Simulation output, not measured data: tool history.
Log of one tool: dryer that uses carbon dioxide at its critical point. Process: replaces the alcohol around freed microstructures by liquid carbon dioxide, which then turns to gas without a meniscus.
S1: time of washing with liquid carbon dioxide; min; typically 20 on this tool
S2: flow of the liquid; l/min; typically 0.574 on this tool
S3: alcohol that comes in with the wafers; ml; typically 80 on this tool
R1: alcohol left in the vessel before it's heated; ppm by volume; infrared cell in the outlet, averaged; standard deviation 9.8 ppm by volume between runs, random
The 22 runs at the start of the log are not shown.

{"run": 23, "hour": 166.5, "S1": 15, "S2": 0.673, "S3": 69, "R1": 1006}
{"run": 24, "hour": 174.5, "S1": 28, "S2": 0.865, "S3": 114, "R1": 37}
{"run": 25, "hour": 183.5, "S1": 28, "S2": 0.865, "S3": 114, "R1": 32}
{"run": 26, "hour": 190.7, "S1": 14, "S2": 0.502, "S3": 45, "R1": 1838}
{"run": 27, "hour": 197.1, "S1": 14, "S2": 0.502, "S3": 45, "R1": 1835}
{"run": 28, "hour": 202.3, "S1": 26, "S2": 0.574, "S3": 21, "R1": 78}
{"run": 29, "hour": 211.5, "S1": 32, "S2": 0.528, "S3": 22, "R1": 59}
{"run": 30, "hour": 222.9, "S1": 13, "S2": 0.869, "S3": 45, "R1": 463}
{"run": 31, "hour": 227.6, "S1": 13, "S2": 0.869, "S3": 45, "R1": 460}
{"run": 32, "hour": 235.4, "S1": 13, "S2": 0.869, "S3": 45, "R1": 472}
{"run": 33, "hour": 241.3, "S1": 13, "S2": 0.869, "S3": 45, "R1": 492}
{"run": 34, "hour": 250.3, "S1": 14, "S2": 0.897, "S3": 72, "R1": 505}
{"run": 35, "hour": 255.6, "S1": 18, "S2": 0.574, "S3": 82, "R1": 1083}
{"run": 36, "hour": 266.8, "S1": 24, "S2": 0.974, "S3": 64, "R1": 51}
{"run": 37, "hour": 274.6, "S1": 24, "S2": 0.974, "S3": 64, "R1": 43}
{"run": 38, "hour": 279.9, "S1": 24, "S2": 0.974, "S3": 64, "R1": 36}
{"run": 39, "hour": 289.2, "S1": 12, "S2": 0.696, "S3": 71, "R1": 1985}
{"run": 40, "hour": 296.4, "S1": 20, "S2": 0.766, "S3": 43, "R1": 134}
{"run": 41, "hour": 305.6, "S1": 20, "S2": 0.766, "S3": 43, "R1": 128}
{"run": 42, "hour": 311.8, "S1": 17, "S2": 0.766, "S3": 43, "R1": 258}
{"run": 43, "hour": 317.7, "S1": 22, "S2": 0.755, "S3": 29, "R1": 76}

What if the next run were any one of these 3? Each begins from the tool's condition after run 43:
{"run": "A", "hour": 329.1, "S1": 20, "S2": 0.574, "S3": 117, "R1": "?"}
{"run": "B", "hour": 329.1, "S1": 22, "S2": 0.679, "S3": 37, "R1": "?"}
{"run": "C", "hour": 329.1, "S1": 20, "S2": 0.434, "S3": 102, "R1": "?"}

run=A R1=1084
run=B R1=121
run=C R1=2372
Without the tool's hidden state the same runs would have given:
run=A R1=835
run=B R1=72
run=C R1=1956
